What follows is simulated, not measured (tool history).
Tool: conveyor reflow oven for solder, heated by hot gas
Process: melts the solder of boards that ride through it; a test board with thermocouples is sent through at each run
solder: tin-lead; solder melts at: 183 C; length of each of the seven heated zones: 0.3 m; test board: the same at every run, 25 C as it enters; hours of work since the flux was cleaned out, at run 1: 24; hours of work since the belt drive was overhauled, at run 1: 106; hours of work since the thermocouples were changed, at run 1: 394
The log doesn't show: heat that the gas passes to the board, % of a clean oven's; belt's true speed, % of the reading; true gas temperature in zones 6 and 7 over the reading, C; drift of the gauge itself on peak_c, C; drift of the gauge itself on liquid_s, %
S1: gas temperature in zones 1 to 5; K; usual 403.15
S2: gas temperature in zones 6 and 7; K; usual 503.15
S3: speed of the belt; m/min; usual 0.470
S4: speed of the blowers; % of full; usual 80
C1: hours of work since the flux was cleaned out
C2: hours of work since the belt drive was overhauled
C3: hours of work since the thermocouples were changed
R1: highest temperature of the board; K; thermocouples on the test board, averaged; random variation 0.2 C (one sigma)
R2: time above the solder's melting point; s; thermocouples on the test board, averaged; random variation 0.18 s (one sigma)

{"run": 1, "day": 0.0, "S1": 403.15, "S2": 503.15, "S3": 0.47, "S4": 80, "C1": 24, "C2": 106, "C3": 394, "R1": 492.55, "R2": 58.3}
{"run": 2, "day": 0.242, "S1": 403.15, "S2": 503.15, "S3": 0.47, "S4": 80, "C1": 28, "C2": 109, "C3": 397, "R1": 492.85, "R2": 58.4}
{"run": 3, "day": 0.562, "S1": 415.15, "S2": 503.15, "S3": 0.47, "S4": 80, "C1": 33, "C2": 114, "C3": 402, "R1": 494.95, "R2": 63.0}
{"run": 4, "day": 0.788, "S1": 415.15, "S2": 503.15, "S3": 0.47, "S4": 80, "C1": 36, "C2": 118, "C3": 405, "R1": 494.55, "R2": 63.3}
{"run": 5, "day": 1.167, "S1": 403.15, "S2": 503.15, "S3": 0.47, "S4": 77, "C1": 42, "C2": 123, "C3": 411, "R1": 493.25, "R2": 58.0}
{"run": 6, "day": 1.467, "S1": 403.15, "S2": 503.15, "S3": 0.47, "S4": 77, "C1": 46, "C2": 128, "C3": 415, "R1": 492.75, "R2": 57.7}
{"run": 7, "day": 1.638, "S1": 403.15, "S2": 503.15, "S3": 0.393, "S4": 77, "C1": 49, "C2": 130, "C3": 418, "R1": 497.65, "R2": 73.9}
{"run": 8, "day": 1.85, "S1": 403.15, "S2": 513.15, "S3": 0.47, "S4": 80, "C1": 52, "C2": 133, "C3": 421, "R1": 502.65, "R2": 63.8}
{"run": 9, "day": 2.183, "S1": 389.15, "S2": 492.15, "S3": 0.47, "S4": 80, "C1": 57, "C2": 138, "C3": 426, "R1": 481.15, "R2": 44.9}
{"run": 10, "day": 2.533, "S1": 390.15, "S2": 502.15, "S3": 0.514, "S4": 80, "C1": 62, "C2": 143, "C3": 431, "R1": 487.55, "R2": 45.7}
{"run": 11, "day": 2.892, "S1": 401.15, "S2": 502.15, "S3": 0.514, "S4": 63, "C1": 67, "C2": 149, "C3": 437, "R1": 486.15, "R2": 46.8}
{"run": 12, "day": 3.125, "S1": 403.15, "S2": 503.15, "S3": 0.503, "S4": 85, "C1": 71, "C2": 152, "C3": 440, "R1": 491.75, "R2": 53.3}
{"run": 13, "day": 3.521, "S1": 403.15, "S2": 503.15, "S3": 0.503, "S4": 85, "C1": 77, "C2": 158, "C3": 446, "R1": 491.75, "R2": 53.3}
{"run": 14, "day": 3.892, "S1": 389.15, "S2": 512.15, "S3": 0.47, "S4": 80, "C1": 82, "C2": 164, "C3": 451, "R1": 499.65, "R2": 58.5}
{"run": 15, "day": 4.25, "S1": 389.15, "S2": 512.15, "S3": 0.47, "S4": 80, "C1": 87, "C2": 169, "C3": 457, "R1": 499.95, "R2": 58.1}

The same runs without the tool's hidden state, with the same run-to-run variation:
run=1 R1=491.15 R2=57.4
run=2 R1=491.55 R2=57.5
run=3 R1=493.65 R2=62.1
run=4 R1=493.25 R2=62.5
run=5 R1=491.95 R2=57.2
run=6 R1=491.45 R2=56.9
run=7 R1=496.25 R2=73.1
run=8 R1=501.45 R2=63.1
run=9 R1=479.95 R2=43.9
run=10 R1=486.55 R2=44.9
run=11 R1=485.05 R2=45.9
run=12 R1=490.65 R2=52.6
run=13 R1=490.65 R2=52.7
run=14 R1=498.55 R2=57.9
run=15 R1=498.85 R2=57.5

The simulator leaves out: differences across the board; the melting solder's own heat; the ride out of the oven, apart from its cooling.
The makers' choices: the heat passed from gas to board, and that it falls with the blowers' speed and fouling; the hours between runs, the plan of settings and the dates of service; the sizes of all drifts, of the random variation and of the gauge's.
